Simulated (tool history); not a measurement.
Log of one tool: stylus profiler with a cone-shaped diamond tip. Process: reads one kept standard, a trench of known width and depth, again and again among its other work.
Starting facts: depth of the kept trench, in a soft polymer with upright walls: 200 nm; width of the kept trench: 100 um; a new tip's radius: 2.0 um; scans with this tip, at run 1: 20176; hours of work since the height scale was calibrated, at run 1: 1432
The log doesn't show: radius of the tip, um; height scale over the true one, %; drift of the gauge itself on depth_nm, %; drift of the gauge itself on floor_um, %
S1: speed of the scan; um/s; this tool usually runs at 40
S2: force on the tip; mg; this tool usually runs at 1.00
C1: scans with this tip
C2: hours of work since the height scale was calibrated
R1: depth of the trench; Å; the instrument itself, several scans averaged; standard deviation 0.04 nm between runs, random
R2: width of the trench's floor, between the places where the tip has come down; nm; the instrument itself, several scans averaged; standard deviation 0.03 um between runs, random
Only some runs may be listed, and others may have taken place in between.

run,day,S1,S2,C1,C2,R1,R2
1,0.000,40,1.00,20176,1432,2016.2,96830
2,2.517,40,1.00,20557,1459,2016.1,96790
# day 4.308: new tip fitted, height scale calibrated
3,4.625,13,1.00,47,3,2010.0,98190
4,7.683,40,2.11,509,36,2017.5,97940
5,9.762,40,2.11,824,58,2017.4,97980
6,12.467,122,1.00,1232,87,2010.8,97350
7,15.075,40,2.49,1626,115,2019.5,97910
8,16.858,40,1.00,1896,135,2010.6,97800
9,19.692,40,1.00,2324,165,2010.3,97830
10,21.896,40,1.00,2657,189,2010.5,97760
11,24.171,40,1.00,3001,213,2011.9,97720
12,26.821,40,1.00,3401,241,2011.3,97740
# day 27.046: height scale calibrated on a step standard
13,29.100,40,1.00,3743,22,2010.8,97660
14,32.496,40,1.00,4255,58,2011.2,97650
15,34.383,40,2.09,4541,79,2018.4,97690
16,36.825,40,2.09,4910,105,2018.6,97740
17,39.438,59,1.00,5304,133,2012.5,97440
18,41.125,18,1.00,5560,151,2011.8,97730
19,44.142,18,1.00,6015,183,2013.1,97690
20,45.671,38,1.00,6246,200,2012.6,97570
21,48.133,38,1.00,6619,226,2012.5,97480
# day 49.175: height scale calibrated on a step standard, once more
22,51.667,146,1.00,7149,27,2010.0,96780
23,55.150,40,1.00,7676,64,2010.6,97480
24,57.325,58,1.00,8004,87,2010.0,97280
25,59.158,100,2.98,8282,107,2021.8,97290
26,62.058,59,2.06,8720,138,2016.9,97370
27,65.117,77,0.85,9182,171,2009.6,97020
28,68.583,53,1.22,9706,208,2012.7,97230
29,72.108,53,1.22,10238,246,2012.7,97250
30,73.725,53,1.22,10483,263,2012.7,97250
31,76.088,53,1.22,10840,289,2012.3,97230
32,79.283,53,1.22,11323,323,2013.3,97230
33,80.888,159,2.34,11565,340,2019.8,96810
34,83.900,159,2.34,12020,372,2019.5,96740
35,86.842,17,0.41,12465,404,2007.7,97220
36,88.488,17,1.11,12713,422,2012.4,97300
37,90.946,71,1.72,13085,448,2016.2,97030
38,93.771,101,0.40,13512,478,2007.3,96290
39,97.075,31,1.02,14012,514,2011.7,97160
40,100.558,31,1.02,14537,551,2012.9,97070
41,103.346,39,1.02,14959,581,2012.3,97070
42,106.417,114,1.07,15423,614,2013.4,96520
43,109.592,64,2.48,15903,648,2021.7,96940
44,111.179,20,0.35,16143,665,2007.6,97040
45,113.308,41,0.94,16464,688,2012.4,96880
46,115.142,40,0.49,16741,707,2009.5,96870
47,116.967,70,2.16,17017,727,2020.7,96840

For each entry between runs, how does the tool's hidden state at the last listed run before it compare with that at the first listed run after it?
Logged between run 2 and run 3: new tip fitted, height scale calibrated (day 4.308)
  radius of the tip, um: 5.58 -> 2.04; height scale over the true one, %: 0.299 -> -0.006
  measured less the result without the state, R1: +6.0 -> -0.1 Å; R2: -1220 -> -20 nm
Logged between run 12 and run 13: height scale calibrated on a step standard (day 27.046)
  radius of the tip, um: 2.62 -> 2.69; height scale over the true one, %: 0.038 -> 0.061
  measured less the result without the state, R1: +0.8 -> +1.2 Å; R2: -260 -> -290 nm
Logged between run 21 and run 22: height scale calibrated on a step standard, once more (day 49.175)
  radius of the tip, um: 3.19 -> 3.28; height scale over the true one, %: 0.101 -> -0.005
  measured less the result without the state, R1: +2.1 -> -0.1 Å; R2: -480 -> -510 nm
